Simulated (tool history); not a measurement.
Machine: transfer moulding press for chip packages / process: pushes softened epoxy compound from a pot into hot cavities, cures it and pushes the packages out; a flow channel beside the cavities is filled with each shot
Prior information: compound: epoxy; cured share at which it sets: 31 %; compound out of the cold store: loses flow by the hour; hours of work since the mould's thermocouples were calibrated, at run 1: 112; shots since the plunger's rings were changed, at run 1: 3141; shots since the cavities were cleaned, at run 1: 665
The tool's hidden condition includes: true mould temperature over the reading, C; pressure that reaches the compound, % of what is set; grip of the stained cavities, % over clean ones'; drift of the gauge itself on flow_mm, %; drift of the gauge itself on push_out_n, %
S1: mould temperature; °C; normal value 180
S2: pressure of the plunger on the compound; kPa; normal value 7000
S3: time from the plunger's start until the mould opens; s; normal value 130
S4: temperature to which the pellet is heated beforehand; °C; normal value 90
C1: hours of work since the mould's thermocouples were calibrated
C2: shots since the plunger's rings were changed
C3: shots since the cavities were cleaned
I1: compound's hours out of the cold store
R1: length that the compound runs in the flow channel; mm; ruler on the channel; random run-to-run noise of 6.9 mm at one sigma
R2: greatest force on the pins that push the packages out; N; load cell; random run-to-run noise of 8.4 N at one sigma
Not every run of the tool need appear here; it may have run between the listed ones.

run   hour   S1    S2   S3  S4   C1    C2   C3    I1   R1   R2
  1    0.0  180  7000  130  90  112  3141  665  33.0  781  706
  2   24.0  180  7000  130  90  122  3287  811  47.0  715  730
  3   44.2  180  7000  130  90  131  3409  933  47.7  724  712
      47.7  -- cavities cleaned with cleaning compound and waxed
  4   63.3  180  7000  130  88  138  3516   95  19.4  840  447
  5   88.9  180  7000  130  88  149  3671  250  44.9  726  532
  6  109.9  180  7000  136  90  158  3798  377  23.3  808  579
  7  136.5  177  7000  130  90  169  3959  538  23.0  820  763
  8  150.3  180  7000  130  90  175  4043  622  44.9  720  653
  9  168.4  180  7000  130  90  183  4153  732  12.3  858  740
 10  182.5  180  7000  132  90  189  4239  818  17.2  835  717
 11  201.4  180  7000  130  90  197  4353  932  41.5  721  707
     204.5  -- cavities cleaned with cleaning compound and waxed
 12  220.8  180  7000  130  90  205  4461   98  12.7  844  445
 13  241.1  180  7000  130  90  214  4585  222  21.0  807  524
 14  259.4  180  7000  130  90  221  4696  333   8.2  874  591
     269.6  -- plunger's sealing rings changed
 15  287.1  176  6700  145  89  232   106  486  39.4  791  623
 16  313.0  180  5470  133  90  243   262  642  28.2  741  665
 17  326.8  177  5720  130  90  249   346  726  27.7  782  790
 18  347.9  177  5720  130  90  258   474  854  24.9  798  836
     363.7  -- cavities cleaned with cleaning compound and waxed
 19  372.3  177  7000  130  92  268   613   52  38.8  798  466
 20  396.0  180  8210  130  95  278   757  196  44.2  819  491
 21  413.9  180  8210  130  95  286   865  304  13.4  959  580
 22  433.3  180  8210  130  88  294   983  422  13.2  980  613
 23  450.7  180  8210  148  89  302  1089  528  40.5  846  583
 24  471.0  180  5800  149  89  310  1211  650  17.4  799  626
 25  491.0  180  5800  149  89  319  1333  772  11.9  827  654
 26  510.4  184  5800  149  81  327  1450  889  11.0  808  639

Run 27 is up next; what results do you expect?
     521.3  -- cavities cleaned with cleaning compound and waxed
 27  535.2  174  7000  139  90  337  1591  84  23.1   ?   ?

R1: 872 mm
R2: 538 N
Minus the tool's unlogged condition, the same run would have read R1 912 mm, R2 479 N.
